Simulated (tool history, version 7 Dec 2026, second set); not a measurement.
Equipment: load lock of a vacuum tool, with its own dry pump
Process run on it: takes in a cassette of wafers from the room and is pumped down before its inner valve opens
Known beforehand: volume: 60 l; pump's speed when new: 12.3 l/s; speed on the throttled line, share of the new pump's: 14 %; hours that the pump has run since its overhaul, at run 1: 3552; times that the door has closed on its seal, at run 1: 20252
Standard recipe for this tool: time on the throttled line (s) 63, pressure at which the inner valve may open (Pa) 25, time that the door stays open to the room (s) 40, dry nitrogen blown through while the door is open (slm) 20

run,hour,time on the throttled line (s),pressure at which the inner valve may open (Pa),time that the door stays open to the room (s),dry nitrogen blown through while the door is open (slm),hours that the pump has run since its overhaul,times that the door has closed on its seal,"incoming humidity of the room's air, %",time from the closed door until the inner valve may open (s),rise of the pressure with all valves shut (Pa/min)
1,0,63,25,40,20,3552,20252,43.8,97.1,0.335
2,170.9,63,25,40,20,3723,20449,42.4,97.6,0.34
3,349.2,36,25,40,20,3901,20654,43.7,75.1,0.342
4,541.9,36,25,40,20,4094,20876,44.4,75.4,0.352
5,840.4,61,25,40,20,4392,21220,44.4,95.7,0.365
6,1130.2,63,25,40,20,4682,21553,43,97.4,0.371
7,1311.4,63,25,40,20,4863,21762,42.2,98.3,0.376
8,1500.6,63,25,40,20,5053,21980,47.8,98.5,0.385
9,1823.1,63,25,40,20,5375,22351,44.8,98.4,0.385
10,2066.7,63,24,40,20,5619,22631,47.3,99.2,0.396
11,2459.5,63,24,40,20,6012,23083,49.1,99,0.416
12,2686.5,63,25,40,20,6239,23345,43.9,98.8,0.414
13,2853,37,25,40,20,6405,23536,43.7,78.1,0.427
# hour 2984.2: door's seal changed, seat wiped
14,3127.8,65,25,40,20,6678,165,42.3,100.8,0.031
15,3356.6,65,25,40,20,6907,428,47.9,101.5,0.038
16,3683,65,25,40,20,7234,804,46.4,101.5,0.033
17,3943.1,65,25,40,20,7494,1103,42.6,101.2,0.037
18,4311,65,25,40,20,7862,1527,47.9,102.6,0.042
19,4679.4,53,25,92,20,8230,1951,44.7,91.5,0.058
20,4990.6,59,25,40,14,8541,2309,40.8,97.7,0.044
21,5226.6,49,25,40,25,8777,2581,44.5,89.8,0.044
22,5512.9,94,25,120,25,9064,2911,42.7,127.5,0.066
23,5820.7,94,25,120,7,9371,3265,44.2,126.8,0.093
24,6065.1,78,25,35,4,9616,3546,44.7,114.6,0.065
25,6343.4,63,25,39,31,9894,3867,43.1,102.1,0.048
# hour 6406.7: dry pump taken out, an overhauled one fitted
26,6560.9,54,25,40,40,154,4110,40.8,87,0.045
27,6754.4,54,25,40,40,348,4333,47,87.1,0.056
28,7104.1,54,25,37,10,697,4735,44.3,87.7,0.071
29,7307.4,91,19,95,20,901,4969,41.5,120.3,0.087
30,7484.8,44,19,88,20,1078,5174,45.2,80.6,0.093
31,7715.3,44,19,114,9,1309,5439,40.8,80.6,0.101
32,8000.6,66,31,36,26,1594,5767,44.5,97.3,0.074
33,8368.8,66,31,36,26,1962,6191,44.7,97.8,0.08
34,8707.3,95,25,40,21,2301,6581,41.7,123.4,0.079
35,8983.3,95,25,40,21,2577,6898,43.3,123.6,0.081
36,9222.4,95,45,60,21,2816,7174,41.6,120.5,0.092

Below are 4 alternative next runs, each starting from the tool's condition after run 36. Predict each:
A,9499.4,94,45,60,21,3093,7493,43.9,?,?
B,9499.4,63,25,43,4,3093,7493,43.3,?,?
C,9499.4,117,42,85,20,3093,7493,43.1,?,?
D,9499.4,95,26,30,21,3093,7493,44.1,?,?

run,time from the closed door until the inner valve may open (s),rise of the pressure with all valves shut (Pa/min)
A,119.4,0.099
B,96.5,0.107
C,139.9,0.11
D,123.4,0.092
What these runs would have given with no unlogged condition in the tool:
run,time from the closed door until the inner valve may open (s),rise of the pressure with all valves shut (Pa/min)
A,117.7,0.038
B,94.3,0.045
C,138.4,0.048
D,121.6,0.03
